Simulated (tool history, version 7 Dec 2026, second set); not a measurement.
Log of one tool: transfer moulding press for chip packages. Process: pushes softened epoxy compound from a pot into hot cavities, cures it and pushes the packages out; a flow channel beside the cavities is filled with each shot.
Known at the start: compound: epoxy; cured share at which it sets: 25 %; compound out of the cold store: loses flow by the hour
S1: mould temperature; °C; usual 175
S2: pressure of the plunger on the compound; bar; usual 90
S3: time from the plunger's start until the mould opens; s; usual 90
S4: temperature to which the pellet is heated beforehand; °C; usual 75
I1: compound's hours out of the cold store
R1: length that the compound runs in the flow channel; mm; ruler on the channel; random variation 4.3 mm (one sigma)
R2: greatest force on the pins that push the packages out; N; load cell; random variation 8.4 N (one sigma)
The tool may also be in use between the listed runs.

run   hour   S1  S2   S3  S4    I1    R1   R2
  1      0  175  90   90  75  27.4   937  557
      24.4  -- cavities cleaned with cleaning compound and waxed
  2   34.8  175  90   90  75  23.6   957  430
  3   77.9  175  90   90  75  20.2   964  596
        90  -- cavities cleaned with cleaning compound and waxed
     127.2  -- mould's thermocouples calibrated
  4  146.3  175  90   90  75  45.1   822  608
     157.4  -- cavities cleaned with cleaning compound and waxed
     222.2  -- cavities cleaned with cleaning compound and waxed
  5  224.4  175  90   90  75  14.7   967  411
  6    263  175  90   90  75  32.7   860  584
     286.5  -- cavities cleaned with cleaning compound and waxed
  7  294.8  175  90   90  75  13.2   968  472
  8  329.6  175  90   99  75  28.7   871  532
     351.9  -- cavities cleaned with cleaning compound and waxed
  9  390.6  175  90   99  75  47.4   766  490
       421  -- plunger's sealing rings changed
     422.5  -- cavities cleaned with cleaning compound and waxed
 10  446.8  175  90   99  75  20.5   977  482
     487.2  -- cavities cleaned with cleaning compound and waxed
 11  503.6  179  90   90  75  27.2   920  416
 12  546.8  172  90  123  75   9.6  1026  487

Forecast each of these 3 alternatives for the next run:
     554.9  -- cavities cleaned with cleaning compound and waxed
  A  611.5  167   90   79  79  25.6   ?   ?
     554.9  -- cavities cleaned with cleaning compound and waxed
  B  611.5  179  108  123  75  42.2   ?   ?
     554.9  -- cavities cleaned with cleaning compound and waxed
  C  611.5  172   90  123  75  24.1   ?   ?

run   R1    R2
  A  933  1417
  B  896   446
  C  925   482
Without the tool's hidden state the same runs would have given:
run   R1   R2
  A  970  859
  B  932  260
  C  962  283

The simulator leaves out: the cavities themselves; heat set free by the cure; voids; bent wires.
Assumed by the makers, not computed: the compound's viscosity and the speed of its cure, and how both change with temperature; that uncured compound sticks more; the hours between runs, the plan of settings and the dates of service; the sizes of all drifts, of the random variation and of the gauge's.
